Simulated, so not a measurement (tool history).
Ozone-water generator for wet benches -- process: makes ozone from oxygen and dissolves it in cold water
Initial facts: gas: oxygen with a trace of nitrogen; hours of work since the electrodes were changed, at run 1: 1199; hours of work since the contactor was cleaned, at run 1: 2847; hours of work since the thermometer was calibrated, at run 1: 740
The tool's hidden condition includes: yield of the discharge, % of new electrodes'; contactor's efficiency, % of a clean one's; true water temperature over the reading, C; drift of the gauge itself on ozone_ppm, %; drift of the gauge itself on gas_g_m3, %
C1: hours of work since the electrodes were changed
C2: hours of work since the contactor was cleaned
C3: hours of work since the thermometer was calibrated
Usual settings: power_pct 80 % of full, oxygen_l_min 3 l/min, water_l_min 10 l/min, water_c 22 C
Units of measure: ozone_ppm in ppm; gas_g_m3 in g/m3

Run 1, hour 0: usual settings; C1 1199; C2 2847; C3 740. Result: ozone_ppm 21.4 ppm, gas_g_m3 215.4 g/m3.
Run 2, hour 42.6: usual settings; C1 1225; C2 2873; C3 766. Result: ozone_ppm 21.2 ppm, gas_g_m3 217.8 g/m3.
Run 3, hour 75.9: usual settings; C1 1246; C2 2894; C3 787. Result: ozone_ppm 21.2 ppm, gas_g_m3 218.7 g/m3.
Run 4, hour 115.6: usual settings; C1 1271; C2 2919; C3 812. Result: ozone_ppm 21.2 ppm, gas_g_m3 217 g/m3.
Run 5, hour 165.7: usual settings but water_c 24 C; C1 1302; C2 2950; C3 843. Result: ozone_ppm 20.6 ppm, gas_g_m3 218.2 g/m3.
Run 6, hour 193.1: usual settings; C1 1319; C2 2967; C3 860. Result: ozone_ppm 20.7 ppm, gas_g_m3 216.8 g/m3.
Run 7, hour 246.4: usual settings; C1 1352; C2 3000; C3 893. Result: ozone_ppm 21 ppm, gas_g_m3 216.3 g/m3.
Run 8, hour 279.8: usual settings; C1 1373; C2 3021; C3 914. Result: ozone_ppm 21 ppm, gas_g_m3 216.8 g/m3.
Run 9, hour 302.7: usual settings but oxygen_l_min 2.34 l/min; C1 1387; C2 3035; C3 928. Result: ozone_ppm 20.9 ppm, gas_g_m3 244.4 g/m3.
Run 10, hour 340.4: usual settings but water_l_min 16 l/min; C1 1410; C2 3059; C3 952. Result: ozone_ppm 13.3 ppm, gas_g_m3 215.8 g/m3.
Run 11, hour 372.3: usual settings but water_c 25 C; C1 1430; C2 3078; C3 971. Result: ozone_ppm 20.1 ppm, gas_g_m3 216.7 g/m3.
Run 12, hour 395.5: usual settings but oxygen_l_min 3.03 l/min; C1 1445; C2 3093; C3 986. Result: ozone_ppm 20.8 ppm, gas_g_m3 215.2 g/m3.
Run 13, hour 422.6: usual settings but water_l_min 8 l/min; C1 1461; C2 3110; C3 1003. Result: ozone_ppm 25 ppm, gas_g_m3 218.1 g/m3.
Run 14, hour 450.3: usual settings but water_l_min 6 l/min; C1 1479; C2 3127; C3 1020. Result: ozone_ppm 31.5 ppm, gas_g_m3 216.4 g/m3.
Run 15, hour 491.8: usual settings but water_l_min 6 l/min; C1 1504; C2 3153; C3 1046. Result: ozone_ppm 30.8 ppm, gas_g_m3 216.1 g/m3.
At hour 526: contactor cleaned.
Run 16, hour 537.9: usual settings but water_l_min 6 l/min; C1 1531; C2 7; C3 1072. Result: ozone_ppm 31.4 ppm, gas_g_m3 214.7 g/m3.
Run 17, hour 580.5: usual settings but power_pct 72 % of full, oxygen_l_min 3.55 l/min; C1 1557; C2 34; C3 1098. Result: ozone_ppm 20 ppm, gas_g_m3 185.6 g/m3.
Run 18, hour 631.6: usual settings but power_pct 43 % of full, oxygen_l_min 2.19 l/min; C1 1589; C2 66; C3 1130. Result: ozone_ppm 14.3 ppm, gas_g_m3 169.2 g/m3.
Run 19, hour 682: usual settings but power_pct 43 % of full, oxygen_l_min 2.19 l/min; C1 1620; C2 97; C3 1161. Result: ozone_ppm 14.6 ppm, gas_g_m3 168.9 g/m3.
Run 20, hour 723.2: usual settings but power_pct 65 % of full, oxygen_l_min 2.24 l/min, water_l_min 8 l/min, water_c 16 C; C1 1646; C2 123; C3 1187. Result: ozone_ppm 25.1 ppm, gas_g_m3 218.2 g/m3.
Run 21, hour 753.2: usual settings but power_pct 42 % of full, oxygen_l_min 2.72 l/min, water_l_min 7 l/min, water_c 16 C; C1 1664; C2 141; C3 1206. Result: ozone_ppm 21 ppm, gas_g_m3 146.7 g/m3.
Run 22, hour 803.4: usual settings but power_pct 42 % of full, oxygen_l_min 2.72 l/min, water_l_min 7 l/min; C1 1696; C2 172; C3 1237. Result: ozone_ppm 19.3 ppm, gas_g_m3 150.4 g/m3.
Run 23, hour 858.4: usual settings but power_pct 73 % of full, oxygen_l_min 2.72 l/min, water_l_min 7 l/min, water_c 18 C; C1 1730; C2 207; C3 1271. Result: ozone_ppm 29.1 ppm, gas_g_m3 209.9 g/m3.
Run 24, hour 885.5: usual settings but oxygen_l_min 3.86 l/min, water_l_min 6 l/min; C1 1747; C2 224; C3 1288. Result: ozone_ppm 30.1 ppm, gas_g_m3 187.6 g/m3.
Run 25, hour 935.4: usual settings but oxygen_l_min 5.18 l/min, water_l_min 8 l/min, water_c 24 C; C1 1778; C2 255; C3 1319. Result: ozone_ppm 22.6 ppm, gas_g_m3 162.2 g/m3.
Run 26, hour 967.6: usual settings but power_pct 78 % of full, oxygen_l_min 4.13 l/min, water_l_min 14 l/min, water_c 19 C; C1 1798; C2 275; C3 1339. Result: ozone_ppm 16.1 ppm, gas_g_m3 178.5 g/m3.
Run 27, hour 1020.2: usual settings but power_pct 94 % of full, oxygen_l_min 1.53 l/min, water_l_min 9 l/min, water_c 17 C; C1 1830; C2 307; C3 1372. Result: ozone_ppm 26.4 ppm, gas_g_m3 330.4 g/m3.
Run 28, hour 1046.5: usual settings but power_pct 95 % of full, water_l_min 11 l/min; C1 1847; C2 324; C3 1388. Result: ozone_ppm 21.6 ppm, gas_g_m3 236.9 g/m3.
Run 29, hour 1071: usual settings but power_pct 76 % of full, oxygen_l_min 2.77 l/min, water_l_min 8 l/min, water_c 20 C; C1 1862; C2 339; C3 1403. Result: ozone_ppm 25.8 ppm, gas_g_m3 213.2 g/m3.
Run 30, hour 1099.4: usual settings but power_pct 76 % of full, oxygen_l_min 2.77 l/min, water_l_min 8 l/min, water_c 20 C; C1 1880; C2 356; C3 1421. Result: ozone_ppm 25.7 ppm, gas_g_m3 214.9 g/m3.
Run 31, hour 1135.8: usual settings but power_pct 76 % of full, oxygen_l_min 3.91 l/min, water_l_min 8 l/min, water_c 20 C; C1 1902; C2 379; C3 1444. Result: ozone_ppm 25.1 ppm, gas_g_m3 179.4 g/m3.
Run 32, hour 1175.6: usual settings but power_pct 65 % of full, oxygen_l_min 2.13 l/min, water_l_min 11 l/min, water_c 18 C; C1 1927; C2 404; C3 1468. Result: ozone_ppm 17.8 ppm, gas_g_m3 220.9 g/m3.

Consider 5 possible next runs. They are alternatives, not a sequence: every one starts from the tool as it was left by run 32. What does each give?
Run A, hour 1212.8: usual settings but oxygen_l_min 3.55 l/min, water_c 19 C; C1 1950; C2 427; C3 1491. Result: ozone_ppm ?, gas_g_m3 ?.
Run B, hour 1212.8: usual settings but water_c 27 C; C1 1950; C2 427; C3 1491. Result: ozone_ppm ?, gas_g_m3 ?.
Run C, hour 1212.8: usual settings but power_pct 81 % of full, oxygen_l_min 2.13 l/min, water_l_min 11 l/min, water_c 18 C; C1 1950; C2 427; C3 1491. Result: ozone_ppm ?, gas_g_m3 ?.
Run D, hour 1212.8: usual settings but power_pct 65 % of full, water_l_min 15 l/min, water_c 20 C; C1 1950; C2 427; C3 1491. Result: ozone_ppm ?, gas_g_m3 ?.
Run E, hour 1212.8: usual settings but power_pct 73 % of full, oxygen_l_min 4.97 l/min, water_l_min 6 l/min, water_c 18 C; C1 1950; C2 427; C3 1491. Result: ozone_ppm ?, gas_g_m3 ?.

run  ozone_ppm  gas_g_m3
  A       22.3     193.8
  B       19.4     212.5
  C       20.4     253.9
  D       13.1     183.8
  E       29.2     154.1
Stripped of hidden state, with their random variation kept, the same runs would have yielded:
run  ozone_ppm  gas_g_m3
  A       24.1       208
  B         21       228
  C       22.1     272.6
  D         14     195.6
  E       31.5     164.7

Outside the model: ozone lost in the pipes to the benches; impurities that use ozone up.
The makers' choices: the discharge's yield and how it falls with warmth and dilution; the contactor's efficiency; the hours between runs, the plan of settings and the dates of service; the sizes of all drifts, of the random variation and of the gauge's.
